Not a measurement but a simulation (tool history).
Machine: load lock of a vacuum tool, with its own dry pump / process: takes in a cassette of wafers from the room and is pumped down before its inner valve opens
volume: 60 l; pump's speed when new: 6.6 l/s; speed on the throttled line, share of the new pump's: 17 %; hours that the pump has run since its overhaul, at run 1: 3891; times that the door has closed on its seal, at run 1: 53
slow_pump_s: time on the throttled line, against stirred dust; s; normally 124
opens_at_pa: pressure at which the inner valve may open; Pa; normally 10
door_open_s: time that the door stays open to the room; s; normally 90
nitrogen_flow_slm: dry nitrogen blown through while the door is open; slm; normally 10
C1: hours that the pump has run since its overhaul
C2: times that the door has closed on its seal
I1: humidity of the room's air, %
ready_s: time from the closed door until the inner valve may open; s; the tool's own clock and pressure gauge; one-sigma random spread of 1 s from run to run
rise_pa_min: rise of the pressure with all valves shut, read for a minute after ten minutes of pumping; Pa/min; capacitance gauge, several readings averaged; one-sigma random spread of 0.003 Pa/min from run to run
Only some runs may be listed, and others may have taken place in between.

Run 1, hour 0.0: usual settings; C1 3891; C2 53; I1 44.6. Result: ready_s 191.3 s, rise_pa_min 0.039 Pa/min.
Run 2, hour 155.4: usual settings; C1 4047; C2 244; I1 42.8. Result: ready_s 190.4 s, rise_pa_min 0.034 Pa/min.
Run 3, hour 472.5: usual settings; C1 4364; C2 635; I1 44.5. Result: ready_s 191.3 s, rise_pa_min 0.037 Pa/min.
Run 4, hour 740.3: usual settings; C1 4632; C2 965; I1 45.7. Result: ready_s 190.9 s, rise_pa_min 0.046 Pa/min.
Run 5, hour 924.2: usual settings; C1 4816; C2 1192; I1 40.1. Result: ready_s 190.0 s, rise_pa_min 0.039 Pa/min.
Run 6, hour 1074.4: usual settings; C1 4966; C2 1377; I1 46.5. Result: ready_s 190.1 s, rise_pa_min 0.046 Pa/min.
Run 7, hour 1377.2: usual settings but door_open_s 94 s; C1 5269; C2 1750; I1 46.3. Result: ready_s 191.6 s, rise_pa_min 0.042 Pa/min.
Run 8, hour 1706.5: usual settings but door_open_s 94 s; C1 5598; C2 2156; I1 48.2. Result: ready_s 193.5 s, rise_pa_min 0.049 Pa/min.
Run 9, hour 2028.6: usual settings but door_open_s 94 s, nitrogen_flow_slm 16 slm; C1 5920; C2 2553; I1 44.2. Result: ready_s 190.3 s, rise_pa_min 0.043 Pa/min.
Run 10, hour 2325.1: usual settings but door_open_s 94 s, nitrogen_flow_slm 16 slm; C1 6216; C2 2919; I1 48.5. Result: ready_s 189.9 s, rise_pa_min 0.050 Pa/min.
Run 11, hour 2626.1: usual settings but opens_at_pa 7 Pa; C1 6517; C2 3290; I1 45.0. Result: ready_s 195.5 s, rise_pa_min 0.050 Pa/min.
Run 12, hour 2930.0: usual settings but slow_pump_s 128 s, opens_at_pa 13 Pa, door_open_s 182 s, nitrogen_flow_slm 5 slm; C1 6821; C2 3665; I1 47.0. Result: ready_s 193.8 s, rise_pa_min 0.070 Pa/min.
Run 13, hour 3140.1: usual settings but slow_pump_s 128 s, opens_at_pa 13 Pa, door_open_s 182 s, nitrogen_flow_slm 5 slm; C1 7031; C2 3924; I1 41.9. Result: ready_s 192.9 s, rise_pa_min 0.059 Pa/min.
Run 14, hour 3498.7: usual settings but slow_pump_s 128 s, opens_at_pa 13 Pa, door_open_s 182 s, nitrogen_flow_slm 5 slm; C1 7390; C2 4366; I1 46.4. Result: ready_s 193.6 s, rise_pa_min 0.070 Pa/min.
Run 15, hour 3731.9: usual settings but slow_pump_s 81 s, opens_at_pa 8 Pa; C1 7623; C2 4653; I1 44.5. Result: ready_s 158.9 s, rise_pa_min 0.059 Pa/min.
Run 16, hour 3976.0: usual settings but slow_pump_s 73 s, opens_at_pa 19 Pa, door_open_s 27 s; C1 7867; C2 4954; I1 43.6. Result: ready_s 143.7 s, rise_pa_min 0.044 Pa/min.
Run 17, hour 4188.3: usual settings but slow_pump_s 73 s, opens_at_pa 19 Pa, door_open_s 27 s; C1 8080; C2 5216; I1 43.3. Result: ready_s 143.5 s, rise_pa_min 0.039 Pa/min.
Run 18, hour 4518.4: usual settings but slow_pump_s 95 s; C1 8410; C2 5623; I1 47.6. Result: ready_s 169.7 s, rise_pa_min 0.064 Pa/min.
Run 19, hour 4696.7: usual settings but opens_at_pa 14 Pa, door_open_s 112 s; C1 8588; C2 5843; I1 41.6. Result: ready_s 188.9 s, rise_pa_min 0.059 Pa/min.
Run 20, hour 4996.1: usual settings but slow_pump_s 225 s, opens_at_pa 9 Pa, nitrogen_flow_slm 5 slm; C1 8887; C2 6212; I1 43.8. Result: ready_s 279.8 s, rise_pa_min 0.070 Pa/min.
Run 21, hour 5351.4: usual settings but slow_pump_s 94 s, opens_at_pa 13 Pa, nitrogen_flow_slm 16 slm; C1 9243; C2 6650; I1 44.9. Result: ready_s 165.4 s, rise_pa_min 0.059 Pa/min.
Run 22, hour 5551.5: usual settings but slow_pump_s 94 s, opens_at_pa 13 Pa, nitrogen_flow_slm 16 slm; C1 9443; C2 6897; I1 44.9. Result: ready_s 166.0 s, rise_pa_min 0.060 Pa/min.

4 ways to go on from here, each from the tool as it stands after run 22. What would each give?
Run A, hour 5895.0: usual settings but door_open_s 36 s, nitrogen_flow_slm 4 slm; C1 9786; C2 7320; I1 44.2. Result: ready_s ?, rise_pa_min ?.
Run B, hour 5895.0: usual settings but slow_pump_s 94 s, nitrogen_flow_slm 16 slm; C1 9786; C2 7320; I1 45.5. Result: ready_s ?, rise_pa_min ?.
Run C, hour 5895.0: usual settings but slow_pump_s 247 s, door_open_s 32 s, nitrogen_flow_slm 6 slm; C1 9786; C2 7320; I1 46.4. Result: ready_s ?, rise_pa_min ?.
Run D, hour 5895.0: usual settings but slow_pump_s 94 s, opens_at_pa 16 Pa, door_open_s 43 s, nitrogen_flow_slm 11 slm; C1 9786; C2 7320; I1 44.5. Result: ready_s ?, rise_pa_min ?.

run  ready_s  rise_pa_min
  A    194.1        0.056
  B    169.5        0.065
  C    294.2        0.056
  D    164.3        0.057
Had the tool no hidden state, the same runs would have come out as:
run  ready_s  rise_pa_min
  A    188.5        0.028
  B    163.4        0.037
  C    290.3        0.028
  D    158.6        0.029

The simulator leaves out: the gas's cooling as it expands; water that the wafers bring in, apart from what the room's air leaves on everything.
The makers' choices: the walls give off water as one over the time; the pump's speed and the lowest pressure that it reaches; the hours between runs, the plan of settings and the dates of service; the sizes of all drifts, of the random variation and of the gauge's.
